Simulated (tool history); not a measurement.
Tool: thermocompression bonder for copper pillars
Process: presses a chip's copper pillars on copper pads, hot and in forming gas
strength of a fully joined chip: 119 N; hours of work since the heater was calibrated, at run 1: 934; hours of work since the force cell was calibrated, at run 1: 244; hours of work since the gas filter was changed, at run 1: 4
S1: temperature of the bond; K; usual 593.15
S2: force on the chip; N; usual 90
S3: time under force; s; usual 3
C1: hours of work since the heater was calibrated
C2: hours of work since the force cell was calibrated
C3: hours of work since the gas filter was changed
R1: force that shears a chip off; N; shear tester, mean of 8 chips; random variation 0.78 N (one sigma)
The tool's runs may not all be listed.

Run 1, day 0.000: usual settings; C1 934; C2 244; C3 4. Result: R1 66.8 N.
Run 2, day 2.129: usual settings; C1 958; C2 268; C3 28. Result: R1 65.4 N.
Run 3, day 5.408: usual settings but S3 6 s; C1 996; C2 306; C3 66. Result: R1 78.8 N.
Run 4, day 8.271: usual settings but S1 567.15 K; C1 1029; C2 339; C3 99. Result: R1 46.7 N.
Run 5, day 11.846: usual settings but S1 567.15 K; C1 1070; C2 380; C3 140. Result: R1 46.9 N.
At day 14.267: forming gas filter changed.
Run 6, day 14.267: usual settings but S1 568.15 K; C1 1098; C2 407; C3 0. Result: R1 49.6 N.
Run 7, day 16.162: usual settings; C1 1119; C2 429; C3 22. Result: R1 66.9 N.
Run 8, day 17.692: usual settings but S2 87 N; C1 1137; C2 447; C3 39. Result: R1 64.4 N.
Run 9, day 21.150: usual settings but S3 2 s; C1 1177; C2 486; C3 79. Result: R1 56.9 N.
Run 10, day 22.883: usual settings but S3 5 s; C1 1197; C2 506; C3 99. Result: R1 73.9 N.
Run 11, day 26.138: usual settings but S2 87 N, S3 5 s; C1 1234; C2 544; C3 136. Result: R1 75.5 N.
At day 26.529: force cell calibrated.
Run 12, day 28.033: usual settings but S1 602.15 K, S2 131 N, S3 2 s; C1 1255; C2 17; C3 157. Result: R1 83.1 N.
At day 28.738: forming gas filter changed.
Run 13, day 31.196: usual settings but S1 602.15 K, S2 131 N, S3 2 s; C1 1291; C2 53; C3 28. Result: R1 83.4 N.
At day 32.612: force cell calibrated, once more.
Run 14, day 34.225: usual settings but S1 588.15 K; C1 1325; C2 19; C3 62. Result: R1 60.4 N.
Run 15, day 35.862: usual settings but S1 588.15 K; C1 1344; C2 37; C3 81. Result: R1 60.8 N.
At day 37.288: heater calibrated with a thermocouple chip.
Run 16, day 39.058: usual settings but S1 577.15 K, S2 85 N, S3 7 s; C1 20; C2 73; C3 117. Result: R1 62.9 N.
Run 17, day 41.508: usual settings but S1 577.15 K, S2 85 N, S3 7 s; C1 48; C2 101; C3 145. Result: R1 62.3 N.
At day 43.412: forming gas filter changed.
Run 18, day 44.883: usual settings but S1 610.15 K, S2 85 N, S3 7 s; C1 87; C2 140; C3 17. Result: R1 88.7 N.
Run 19, day 48.317: usual settings but S1 610.15 K, S2 85 N, S3 7 s; C1 126; C2 179; C3 56. Result: R1 89.2 N.
Run 20, day 51.658: usual settings but S1 570.15 K, S2 132 N, S3 2 s; C1 165; C2 218; C3 95. Result: R1 53.8 N.
Run 21, day 53.988: usual settings but S3 6 s; C1 192; C2 244; C3 121. Result: R1 74.9 N.

Measured less the same run without the tool's hidden state. The same run-to-run variation is in both; the gauge's scatter may not be:
The hidden state here: true temperature of the bond over the reading, C; force that reaches the chip, % of what is set; oxide that the forming gas leaves, % of the face; drift of the gauge itself on shear_n, %.
run    R1
  1  +4.7
  2  +4.5
  3  +4.0
  4  +3.8
  5  +3.7
  6  +5.6
  7  +6.0
  8  +5.9
  9  +5.3
 10  +5.4
 11  +5.2
 12  +5.8
 13  +8.3
 14  +4.9
 15  +4.8
 16  -1.3
 17  -1.4
 18  +0.6
 19  +0.1
 20  +0.5
 21  -0.1
